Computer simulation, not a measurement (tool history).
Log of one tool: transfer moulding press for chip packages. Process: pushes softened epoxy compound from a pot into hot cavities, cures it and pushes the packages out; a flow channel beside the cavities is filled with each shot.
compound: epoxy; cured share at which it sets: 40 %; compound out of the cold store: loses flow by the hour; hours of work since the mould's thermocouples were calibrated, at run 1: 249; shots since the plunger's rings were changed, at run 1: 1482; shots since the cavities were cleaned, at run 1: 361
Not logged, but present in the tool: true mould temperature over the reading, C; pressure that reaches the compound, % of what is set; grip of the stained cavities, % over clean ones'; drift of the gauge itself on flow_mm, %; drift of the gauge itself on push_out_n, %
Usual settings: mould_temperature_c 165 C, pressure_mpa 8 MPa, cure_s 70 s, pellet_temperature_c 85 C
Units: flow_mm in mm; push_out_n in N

run   hour  mould_temperature_c  pressure_mpa  cure_s  pellet_temperature_c  hours of work since the mould's thermocouples were calibrated  shots since the plunger's rings were changed  shots since the cavities were cleaned  incoming compound's hours out of the cold store  flow_mm  push_out_n
  1      0                  165             8      70                    85                                                            249                                          1482                                    361                                               40      673         901
  2      8                  165             8      98                    85                                                            253                                          1594                                    473                                             26.9      692         682
      11.6  -- cavities cleaned with cleaning compound and waxed
  3   18.9                  165             8      98                    85                                                            259                                          1723                                    101                                             26.3      691         798
  4   26.6                  165             8      70                    85                                                            264                                          1830                                    208                                             16.2      710        1189
  5   32.2                  165             8      70                    85                                                            267                                          1907                                    285                                             14.6      716        1163
  6   39.7                  165             8      70                    85                                                            271                                          2011                                    389                                             13.9      716        1163
  7   45.2                  165             8      70                    85                                                            275                                          2088                                    466                                             47.6      649        1129
      49.6  -- cavities cleaned with cleaning compound and waxed
      56.6  -- cavities cleaned with cleaning compound and waxed, once more
  8   58.3                  168             8      70                    85                                                            281                                          2227                                     24                                             41.6      652         473
  9   62.8                  168             8      70                    85                                                            283                                          2290                                     87                                                9      711         552
 10   73.3                  168             8      70                    85                                                            290                                          2435                                    232                                             14.9      698         658
 11   79.2                  170             8      70                    85                                                            293                                          2517                                    314                                             23.7      672         677
 12   87.7                  165             8      61                    85                                                            298                                          2633                                    430                                             15.1      704        1316
      92.3  -- plunger's sealing rings changed
        97  -- cavities cleaned with cleaning compound and waxed
 13   98.7                  163             8      61                    85                                                            302                                            68                                     24                                             21.5      725         942
 14    109                  163             8      61                    85                                                            308                                           211                                    167                                             41.4      685        1184
 15  114.7                  157             8      61                    83                                                            312                                           289                                    245                                             44.1      697        1981
 16  122.3                  157             8      86                    90                                                            316                                           394                                    350                                             34.7      720        1100
 17  127.2                  171           9.6      86                    90                                                            319                                           463                                    419                                             46.7      706         677
     134.9  -- cavities cleaned with cleaning compound and waxed
 18  137.7                  171           9.6      86                    90                                                            325                                           587                                     40                                             47.3      707         407
 19    147                  171           9.6      86                    90                                                            330                                           715                                    168                                               24      750         530
 20    153                  159          8.25      86                    90                                                            334                                           798                                    251                                               17      753         876
 21  158.6                  171          8.72      56                    90                                                            337                                           876                                    329                                             21.1      718         872
 22  168.3                  159          8.72      56                    90                                                            343                                          1010                                    463                                             33.7      736        2399
     172.8  -- cavities cleaned with cleaning compound and waxed
 23  177.8                  165             8      72                    93                                                            348                                          1120                                     68                                             33.7      683         596
 24  186.5                  165             8      72                    93                                                            353                                          1242                                    190                                             23.2      701         739
 25  195.8                  162             8      70                    77                                                            358                                          1370                                    318                                              9.1      741        1219
 26  200.5                  162             8      70                    77                                                            361                                          1435                                    383                                             37.6      685        1176
 27  205.7                  165           8.6      70                    90                                                            364                                          1508                                    456                                               45      683         935

Branching from run 27: 3 alternative next runs. What would each branch give?
     210.5  -- cavities cleaned with cleaning compound and waxed
  A  215.8                  162           8.6      70                    90                                                            369                                          1626                                     73                                             37.1        ?           ?
     210.5  -- cavities cleaned with cleaning compound and waxed
  B  215.8                  162             8      64                    89                                                            369                                          1626                                     73                                             25.9        ?           ?
     210.5  -- cavities cleaned with cleaning compound and waxed
  C  215.8                  165          6.07      70                    85                                                            369                                          1626                                     73                                             39.2        ?           ?

run  flow_mm  push_out_n
  A      708         792
  B      704         970
  C      581         609
Had the tool no hidden state, the same runs would have come out as:
run  flow_mm  push_out_n
  A      728         709
  B      724         869
  C      597         538
